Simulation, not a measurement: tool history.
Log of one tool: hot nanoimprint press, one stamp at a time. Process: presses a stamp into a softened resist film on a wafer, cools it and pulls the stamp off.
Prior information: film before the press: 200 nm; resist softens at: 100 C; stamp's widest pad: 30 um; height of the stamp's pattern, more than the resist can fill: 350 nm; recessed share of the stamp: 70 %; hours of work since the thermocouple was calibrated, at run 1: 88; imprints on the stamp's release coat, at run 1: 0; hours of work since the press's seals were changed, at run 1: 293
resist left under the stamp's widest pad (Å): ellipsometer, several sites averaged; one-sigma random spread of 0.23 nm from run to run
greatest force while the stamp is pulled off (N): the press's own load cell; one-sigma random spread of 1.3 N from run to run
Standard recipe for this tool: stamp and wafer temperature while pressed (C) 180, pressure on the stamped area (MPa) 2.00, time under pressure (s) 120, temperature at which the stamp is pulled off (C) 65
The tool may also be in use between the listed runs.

| run | day | stamp and wafer temperature while pressed (C) | pressure on the stamped area (MPa) | time under pressure (s) | temperature at which the stamp is pulled off (C) | hours of work since the thermocouple was calibrated | imprints on the stamp's release coat | hours of work since the press's seals were changed | resist left under the stamp's widest pad (Å) | greatest force while the stamp is pulled off (N) |
|---|---|---|---|---|---|---|---|---|---|---|
| 1 | 0.000 | 180 | 2.00 | 120 | 65 | 88 | 0 | 293 | 1171 | 209 |
| 2 | 2.875 | 180 | 2.00 | 120 | 65 | 141 | 275 | 346 | 1162 | 218 |
| 3 | 4.904 | 180 | 2.00 | 120 | 65 | 179 | 468 | 383 | 1160 | 223 |
|  | 6.804 | stamp cleaned and given a new release coat |
| 4 | 6.804 | 180 | 2.00 | 120 | 65 | 209 | 0 | 414 | 1156 | 207 |
| 5 | 8.942 | 180 | 2.00 | 120 | 65 | 248 | 204 | 453 | 1157 | 217 |
| 6 | 10.438 | 180 | 2.00 | 120 | 65 | 276 | 347 | 481 | 1155 | 220 |
|  | 13.475 | stamp cleaned and given a new release coat |
| 7 | 13.475 | 182 | 2.00 | 120 | 65 | 327 | 0 | 532 | 1079 | 206 |
|  | 15.517 | plate thermocouple calibrated |
| 8 | 16.925 | 180 | 2.00 | 120 | 65 | 26 | 317 | 593 | 1173 | 222 |
| 9 | 19.558 | 180 | 2.00 | 120 | 65 | 75 | 568 | 642 | 1169 | 226 |
|  | 20.421 | stamp cleaned and given a new release coat |
| 10 | 21.662 | 180 | 2.00 | 120 | 65 | 109 | 118 | 676 | 1166 | 209 |
| 11 | 24.312 | 180 | 2.00 | 120 | 65 | 158 | 371 | 725 | 1158 | 220 |
| 12 | 26.071 | 180 | 2.00 | 120 | 65 | 190 | 538 | 757 | 1155 | 224 |
|  | 27.112 | stamp cleaned and given a new release coat |
| 13 | 29.879 | 180 | 2.00 | 120 | 68 | 256 | 264 | 823 | 1150 | 201 |
| 14 | 32.938 | 184 | 1.88 | 226 | 70 | 312 | 555 | 879 | 808 | 202 |
|  | 33.721 | stamp cleaned and given a new release coat |
|  | 35.962 | plate thermocouple calibrated |
| 15 | 35.962 | 180 | 2.21 | 120 | 68 | 0 | 202 | 928 | 1168 | 206 |
| 16 | 38.788 | 180 | 2.21 | 120 | 68 | 52 | 471 | 981 | 1166 | 214 |
|  | 40.542 | stamp cleaned and given a new release coat |
| 17 | 41.154 | 179 | 2.27 | 85 | 71 | 91 | 58 | 1020 | 1316 | 190 |
| 18 | 42.829 | 180 | 2.00 | 120 | 68 | 122 | 218 | 1050 | 1193 | 206 |
|  | 43.862 | press's hydraulic seals changed and the load cell set to zero |
| 19 | 45.092 | 175 | 2.00 | 120 | 53 | 158 | 402 | 23 | 1350 | 273 |
|  | 47.521 | stamp cleaned and given a new release coat |
| 20 | 47.833 | 175 | 2.00 | 120 | 53 | 204 | 30 | 69 | 1348 | 256 |
| 21 | 49.367 | 172 | 1.35 | 120 | 65 | 232 | 176 | 97 | 1589 | 213 |
| 22 | 52.383 | 175 | 2.00 | 120 | 65 | 287 | 464 | 153 | 1337 | 225 |
|  | 54.133 | stamp cleaned and given a new release coat |
| 23 | 54.979 | 191 | 2.00 | 120 | 63 | 331 | 80 | 196 | 803 | 220 |
|  | 56.792 | plate thermocouple calibrated |
| 24 | 56.792 | 182 | 2.12 | 180 | 63 | 0 | 241 | 227 | 942 | 228 |
| 25 | 59.596 | 180 | 2.15 | 69 | 65 | 52 | 509 | 279 | 1357 | 228 |
|  | 60.988 | stamp cleaned and given a new release coat |
| 26 | 63.375 | 180 | 1.96 | 101 | 65 | 117 | 228 | 344 | 1251 | 217 |

Entry by entry between the runs, the difference in hidden state between the last listed run before and the first listed run after:
After run 3, before run 4: stamp cleaned and given a new release coat (day 6.804)
  true temperature over the reading, C: 0.44 -> 0.53; pressure that arrives at the usual setting, %: 97.83 -> 97.61; grip of the stamp's worn release coat, % over a new coat's: 7.2 -> 0
  difference, measured minus the result without the unlogged condition, resist left under the stamp's widest pad (Å): -7 -> -9; greatest force while the stamp is pulled off (N): +13 -> -2
After run 6, before run 7: stamp cleaned and given a new release coat (day 13.475)
  true temperature over the reading, C: 0.72 -> 0.89; pressure that arrives at the usual setting, %: 97.16 -> 96.81; grip of the stamp's worn release coat, % over a new coat's: 5.3 -> 0
  difference, measured minus the result without the unlogged condition, resist left under the stamp's widest pad (Å): -14 -> -18; greatest force while the stamp is pulled off (N): +8 -> -3
After run 7, before run 8: plate thermocouple calibrated (day 15.517)
  true temperature over the reading, C: 0.89 -> 0.31; pressure that arrives at the usual setting, %: 96.81 -> 96.41; grip of the stamp's worn release coat, % over a new coat's: 0 -> 4.9
  difference, measured minus the result without the unlogged condition, resist left under the stamp's widest pad (Å): -18 -> +4; greatest force while the stamp is pulled off (N): -3 -> +9
After run 9, before run 10: stamp cleaned and given a new release coat (day 20.421)
  true temperature over the reading, C: 0.47 -> 0.57; pressure that arrives at the usual setting, %: 96.06 -> 95.83; grip of the stamp's worn release coat, % over a new coat's: 8.8 -> 1.8
  difference, measured minus the result without the unlogged condition, resist left under the stamp's widest pad (Å): -1 -> -4; greatest force while the stamp is pulled off (N): +17 -> +1
After run 12, before run 13: stamp cleaned and given a new release coat (day 27.112)
  true temperature over the reading, C: 0.83 -> 1.03; pressure that arrives at the usual setting, %: 95.3 -> 94.81; grip of the stamp's worn release coat, % over a new coat's: 8.3 -> 4
  difference, measured minus the result without the unlogged condition, resist left under the stamp's widest pad (Å): -10 -> -15; greatest force while the stamp is pulled off (N): +14 -> +4
After run 14, before run 15: stamp cleaned and given a new release coat (day 33.721); plate thermocouple calibrated (day 35.962)
  true temperature over the reading, C: 1.21 -> -0.34; pressure that arrives at the usual setting, %: 94.44 -> 94.09; grip of the stamp's worn release coat, % over a new coat's: 8.6 -> 3.1
  difference, measured minus the result without the unlogged condition, resist left under the stamp's widest pad (Å): -17 -> +41; greatest force while the stamp is pulled off (N): +12 -> +8
After run 16, before run 17: stamp cleaned and given a new release coat (day 40.542)
  true temperature over the reading, C: -0.18 -> -0.06; pressure that arrives at the usual setting, %: 93.72 -> 93.45; grip of the stamp's worn release coat, % over a new coat's: 7.2 -> 0.9
  difference, measured minus the result without the unlogged condition, resist left under the stamp's widest pad (Å): +37 -> +33; greatest force while the stamp is pulled off (N): +15 -> +2
After run 18, before run 19: press's hydraulic seals changed and the load cell set to zero (day 43.862)
  true temperature over the reading, C: 0.03 -> 0.14; pressure that arrives at the usual setting, %: 93.24 -> 99.27; grip of the stamp's worn release coat, % over a new coat's: 3.3 -> 6.2
  difference, measured minus the result without the unlogged condition, resist left under the stamp's widest pad (Å): +27 -> -3; greatest force while the stamp is pulled off (N): +7 -> +16
After run 19, before run 20: stamp cleaned and given a new release coat (day 47.521)
  true temperature over the reading, C: 0.14 -> 0.29; pressure that arrives at the usual setting, %: 99.27 -> 98.96; grip of the stamp's worn release coat, % over a new coat's: 6.2 -> 0.5
  difference, measured minus the result without the unlogged condition, resist left under the stamp's widest pad (Å): -3 -> -6; greatest force while the stamp is pulled off (N): +16 -> +0
After run 22, before run 23: stamp cleaned and given a new release coat (day 54.133)
  true temperature over the reading, C: 0.56 -> 0.7; pressure that arrives at the usual setting, %: 98.36 -> 98.04; grip of the stamp's worn release coat, % over a new coat's: 7.1 -> 1.2
  difference, measured minus the result without the unlogged condition, resist left under the stamp's widest pad (Å): -14 -> -12; greatest force while the stamp is pulled off (N): +13 -> +0
After run 23, before run 24: plate thermocouple calibrated (day 56.792)
  true temperature over the reading, C: 0.7 -> -0.21; pressure that arrives at the usual setting, %: 98.04 -> 97.82; grip of the stamp's worn release coat, % over a new coat's: 1.2 -> 3.7
  difference, measured minus the result without the unlogged condition, resist left under the stamp's widest pad (Å): -12 -> +16; greatest force while the stamp is pulled off (N): +0 -> +9
After run 25, before run 26: stamp cleaned and given a new release coat (day 60.988)
  true temperature over the reading, C: -0.05 -> 0.15; pressure that arrives at the usual setting, %: 97.46 -> 97.01; grip of the stamp's worn release coat, % over a new coat's: 7.8 -> 3.5
  difference, measured minus the result without the unlogged condition, resist left under the stamp's widest pad (Å): +13 -> +7; greatest force while the stamp is pulled off (N): +17 -> +7
